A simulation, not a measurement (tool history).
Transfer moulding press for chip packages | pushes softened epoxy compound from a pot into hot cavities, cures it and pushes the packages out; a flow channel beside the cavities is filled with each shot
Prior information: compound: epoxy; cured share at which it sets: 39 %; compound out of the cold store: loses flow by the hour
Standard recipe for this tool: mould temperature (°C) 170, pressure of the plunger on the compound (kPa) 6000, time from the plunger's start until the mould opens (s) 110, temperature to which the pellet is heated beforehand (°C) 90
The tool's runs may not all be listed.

| run | hour | mould temperature (°C) | pressure of the plunger on the compound (kPa) | time from the plunger's start until the mould opens (s) | temperature to which the pellet is heated beforehand (°C) | incoming compound's hours out of the cold store | length that the compound runs in the flow channel (mm) | greatest force on the pins that push the packages out (N) |
|---|---|---|---|---|---|---|---|---|
| 1 | 0 | 170 | 6000 | 110 | 90 | 36.4 | 818 | 455 |
| 2 | 11.7 | 170 | 6000 | 110 | 90 | 25.3 | 844 | 514 |
| 3 | 21.7 | 170 | 6000 | 110 | 92 | 43.9 | 794 | 532 |
| 4 | 29.8 | 170 | 6000 | 110 | 92 | 15.1 | 870 | 559 |
| 5 | 40.5 | 164 | 6000 | 110 | 90 | 16.1 | 889 | 814 |
| 6 | 49.5 | 164 | 6000 | 110 | 90 | 41.3 | 814 | 865 |
| 7 | 61.2 | 164 | 6000 | 110 | 90 | 31.2 | 835 | 891 |
| 8 | 70.4 | 170 | 6000 | 110 | 90 | 24.3 | 881 | 638 |
| 9 | 81.1 | 170 | 6000 | 110 | 90 | 35.5 | 848 | 621 |
| 10 | 87.3 | 170 | 6000 | 110 | 90 | 13.2 | 917 | 685 |
| 11 | 97.5 | 170 | 6000 | 110 | 90 | 27.9 | 866 | 664 |
| 12 | 106.3 | 170 | 6000 | 110 | 90 | 41.7 | 828 | 639 |
| 13 | 111.3 | 170 | 6000 | 110 | 90 | 33.9 | 842 | 624 |
| 14 | 124.7 | 170 | 6000 | 110 | 90 | 45.7 | 827 | 431 |
| 15 | 134.4 | 167 | 6000 | 110 | 90 | 25.1 | 871 | 559 |
| 16 | 144.2 | 167 | 6000 | 110 | 90 | 19.6 | 880 | 577 |
| 17 | 156.2 | 167 | 6000 | 110 | 90 | 46 | 826 | 618 |
| 18 | 164.8 | 166 | 6090 | 94 | 87 | 13.7 | 908 | 979 |
| 19 | 171.6 | 170 | 6000 | 122 | 84 | 14.1 | 896 | 533 |
| 20 | 182.9 | 170 | 6040 | 106 | 84 | 16.6 | 883 | 428 |
| 21 | 190.2 | 167 | 6000 | 140 | 85 | 20.2 | 887 | 411 |
| 22 | 195.4 | 170 | 6140 | 110 | 90 | 37.2 | 837 | 450 |
| 23 | 204.2 | 170 | 6140 | 110 | 90 | 21.8 | 885 | 452 |
| 24 | 215.4 | 170 | 6170 | 110 | 90 | 13.3 | 892 | 501 |
| 25 | 223 | 170 | 6170 | 110 | 90 | 39.3 | 816 | 528 |
| 26 | 232.3 | 170 | 6120 | 110 | 90 | 13.8 | 888 | 558 |
| 27 | 240.5 | 172 | 5600 | 102 | 96 | 40.3 | 774 | 544 |
| 28 | 252.8 | 176 | 6530 | 102 | 96 | 30 | 846 | 369 |

Not shown: 5 entries that the log had between the listed runs. Between which runs, and how does the tool's hidden state differ before and after?
Between runs 5 and 6: cavities cleaned with cleaning compound and waxed (hour 44.3)
  true mould temperature over the reading, C: -0.32 -> -0.33; pressure that reaches the compound, % of what is set: 89.71 -> 89.42; grip of the stained cavities, % over clean ones': 46.9 -> 66.8
  what was measured, less what the result would be without the hidden state, length that the compound runs in the flow channel (mm): -48 -> -46; greatest force on the pins that push the packages out (N): +272 -> +360
Between runs 7 and 8: plunger's sealing rings changed (hour 69.7)
  true mould temperature over the reading, C: -0.34 -> -0.35; pressure that reaches the compound, % of what is set: 88.95 -> 99.39; grip of the stained cavities, % over clean ones': 67.5 -> 67.9
  what was measured, less what the result would be without the hidden state, length that the compound runs in the flow channel (mm): -49 -> -1; greatest force on the pins that push the packages out (N): +371 -> +262
Between runs 13 and 14: cavities cleaned with cleaning compound and waxed, once more (hour 113.8)
  true mould temperature over the reading, C: -0.39 -> -0.4; pressure that reaches the compound, % of what is set: 97.69 -> 97.18; grip of the stained cavities, % over clean ones': 69.4 -> 13.7
  what was measured, less what the result would be without the hidden state, length that the compound runs in the flow channel (mm): -9 -> -11; greatest force on the pins that push the packages out (N): +262 -> +56
Between runs 19 and 20: cavities cleaned with cleaning compound and waxed (hour 182.9)
  true mould temperature over the reading, C: -0.44 -> -0.45; pressure that reaches the compound, % of what is set: 95.24 -> 94.78; grip of the stained cavities, % over clean ones': 44.5 -> 0.5
  what was measured, less what the result would be without the hidden state, length that the compound runs in the flow channel (mm): -20 -> -23; greatest force on the pins that push the packages out (N): +166 -> +11
Between runs 27 and 28: cavities cleaned with cleaning compound and waxed (hour 252.7)
  true mould temperature over the reading, C: -0.5 -> -0.51; pressure that reaches the compound, % of what is set: 92.41 -> 91.97; grip of the stained cavities, % over clean ones': 44.2 -> 2.6
  what was measured, less what the result would be without the hidden state, length that the compound runs in the flow channel (mm): -29 -> -35; greatest force on the pins that push the packages out (N): +171 -> +11

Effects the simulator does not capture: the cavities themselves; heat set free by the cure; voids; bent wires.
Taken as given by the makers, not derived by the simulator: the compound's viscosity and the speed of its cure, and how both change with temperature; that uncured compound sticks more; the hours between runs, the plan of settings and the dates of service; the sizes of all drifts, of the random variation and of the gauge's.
